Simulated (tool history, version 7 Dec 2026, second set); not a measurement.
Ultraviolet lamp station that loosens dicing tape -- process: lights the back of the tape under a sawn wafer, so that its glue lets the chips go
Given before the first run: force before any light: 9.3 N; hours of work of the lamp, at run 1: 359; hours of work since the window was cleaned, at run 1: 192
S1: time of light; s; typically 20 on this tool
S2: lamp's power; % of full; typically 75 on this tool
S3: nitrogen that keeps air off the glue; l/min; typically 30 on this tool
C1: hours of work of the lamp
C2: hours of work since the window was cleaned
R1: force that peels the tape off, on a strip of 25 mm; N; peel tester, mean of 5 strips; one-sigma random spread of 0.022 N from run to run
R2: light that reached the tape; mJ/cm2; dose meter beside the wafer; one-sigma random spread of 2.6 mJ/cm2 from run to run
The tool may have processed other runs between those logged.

{"run": 1, "hour": 0.0, "S1": 20, "S2": 75, "S3": 30, "C1": 359, "C2": 192, "R1": 1.363, "R2": 313}
{"run": 2, "hour": 27.7, "S1": 20, "S2": 75, "S3": 30, "C1": 374, "C2": 207, "R1": 1.34, "R2": 310}
{"run": 3, "hour": 47.7, "S1": 20, "S2": 75, "S3": 30, "C1": 385, "C2": 218, "R1": 1.38, "R2": 306}
{"run": 4, "hour": 82.0, "S1": 20, "S2": 75, "S3": 30, "C1": 404, "C2": 237, "R1": 1.372, "R2": 305}
{"run": 5, "hour": 122.6, "S1": 20, "S2": 75, "S3": 30, "C1": 427, "C2": 260, "R1": 1.44, "R2": 304}
{"run": 6, "hour": 148.1, "S1": 20, "S2": 75, "S3": 30, "C1": 441, "C2": 274, "R1": 1.371, "R2": 301}
{"run": 7, "hour": 173.7, "S1": 20, "S2": 75, "S3": 30, "C1": 455, "C2": 288, "R1": 1.414, "R2": 296}
{"run": 8, "hour": 203.5, "S1": 20, "S2": 75, "S3": 30, "C1": 472, "C2": 305, "R1": 1.438, "R2": 298}
{"run": 9, "hour": 225.7, "S1": 20, "S2": 75, "S3": 30, "C1": 484, "C2": 317, "R1": 1.448, "R2": 301}
{"run": 10, "hour": 263.6, "S1": 20, "S2": 75, "S3": 30, "C1": 505, "C2": 338, "R1": 1.442, "R2": 298}
{"run": 11, "hour": 299.9, "S1": 20, "S2": 75, "S3": 30, "C1": 525, "C2": 358, "R1": 1.499, "R2": 288}
{"run": 12, "hour": 334.5, "S1": 20, "S2": 75, "S3": 30, "C1": 544, "C2": 378, "R1": 1.504, "R2": 289}
{"run": 13, "hour": 367.9, "S1": 20, "S2": 75, "S3": 30, "C1": 563, "C2": 396, "R1": 1.479, "R2": 287}
{"run": 14, "hour": 390.7, "S1": 20, "S2": 75, "S3": 30, "C1": 576, "C2": 409, "R1": 1.558, "R2": 294}
{"run": 15, "hour": 417.1, "S1": 20, "S2": 75, "S3": 30, "C1": 590, "C2": 423, "R1": 1.581, "R2": 284}
{"run": 16, "hour": 445.1, "S1": 15, "S2": 78, "S3": 31, "C1": 606, "C2": 439, "R1": 2.239, "R2": 223}
{"run": 17, "hour": 481.3, "S1": 28, "S2": 75, "S3": 14, "C1": 626, "C2": 459, "R1": 1.353, "R2": 397}
{"run": 18, "hour": 502.3, "S1": 28, "S2": 75, "S3": 14, "C1": 638, "C2": 471, "R1": 1.315, "R2": 397}
{"run": 19, "hour": 529.3, "S1": 12, "S2": 90, "S3": 30, "C1": 653, "C2": 486, "R1": 2.645, "R2": 204}
{"run": 20, "hour": 548.5, "S1": 12, "S2": 90, "S3": 30, "C1": 663, "C2": 496, "R1": 2.556, "R2": 203}
{"hour": 558.2, "done": "window cleaned of glue's vapour"}
{"run": 21, "hour": 576.3, "S1": 16, "S2": 75, "S3": 30, "C1": 678, "C2": 10, "R1": 2.013, "R2": 242}
{"run": 22, "hour": 608.3, "S1": 16, "S2": 83, "S3": 27, "C1": 696, "C2": 28, "R1": 1.845, "R2": 274}
{"run": 23, "hour": 628.8, "S1": 16, "S2": 83, "S3": 27, "C1": 707, "C2": 39, "R1": 1.844, "R2": 268}
{"run": 24, "hour": 664.9, "S1": 20, "S2": 94, "S3": 11, "C1": 728, "C2": 59, "R1": 1.695, "R2": 376}
{"run": 25, "hour": 705.2, "S1": 34, "S2": 97, "S3": 30, "C1": 750, "C2": 82, "R1": 0.21, "R2": 660}
{"run": 26, "hour": 731.2, "S1": 34, "S2": 97, "S3": 30, "C1": 764, "C2": 96, "R1": 0.208, "R2": 654}
{"run": 27, "hour": 768.1, "S1": 34, "S2": 97, "S3": 30, "C1": 785, "C2": 117, "R1": 0.208, "R2": 643}
{"run": 28, "hour": 799.9, "S1": 34, "S2": 97, "S3": 30, "C1": 803, "C2": 134, "R1": 0.222, "R2": 643}
{"run": 29, "hour": 838.8, "S1": 20, "S2": 94, "S3": 35, "C1": 824, "C2": 156, "R1": 0.892, "R2": 366}

Branching from run 29: 4 alternative next runs. What would each branch give?
{"run": "A", "hour": 858.8, "S1": 31, "S2": 94, "S3": 35, "C1": 835, "C2": 167, "R1": "?", "R2": "?"}
{"run": "B", "hour": 858.8, "S1": 35, "S2": 75, "S3": 10, "C1": 835, "C2": 167, "R1": "?", "R2": "?"}
{"run": "C", "hour": 858.8, "S1": 36, "S2": 95, "S3": 45, "C1": 835, "C2": 167, "R1": "?", "R2": "?"}
{"run": "D", "hour": 858.8, "S1": 20, "S2": 75, "S3": 13, "C1": 835, "C2": 167, "R1": "?", "R2": "?"}

run=A R1=0.279 R2=556
run=B R1=0.990 R2=509
run=C R1=0.155 R2=665
run=D R1=2.339 R2=288
Stripped of hidden state, with their random variation kept, the same runs would have yielded:
run=A R1=0.165 R2=670
run=B R1=0.645 R2=613
run=C R1=0.099 R2=801
run=D R1=1.766 R2=347

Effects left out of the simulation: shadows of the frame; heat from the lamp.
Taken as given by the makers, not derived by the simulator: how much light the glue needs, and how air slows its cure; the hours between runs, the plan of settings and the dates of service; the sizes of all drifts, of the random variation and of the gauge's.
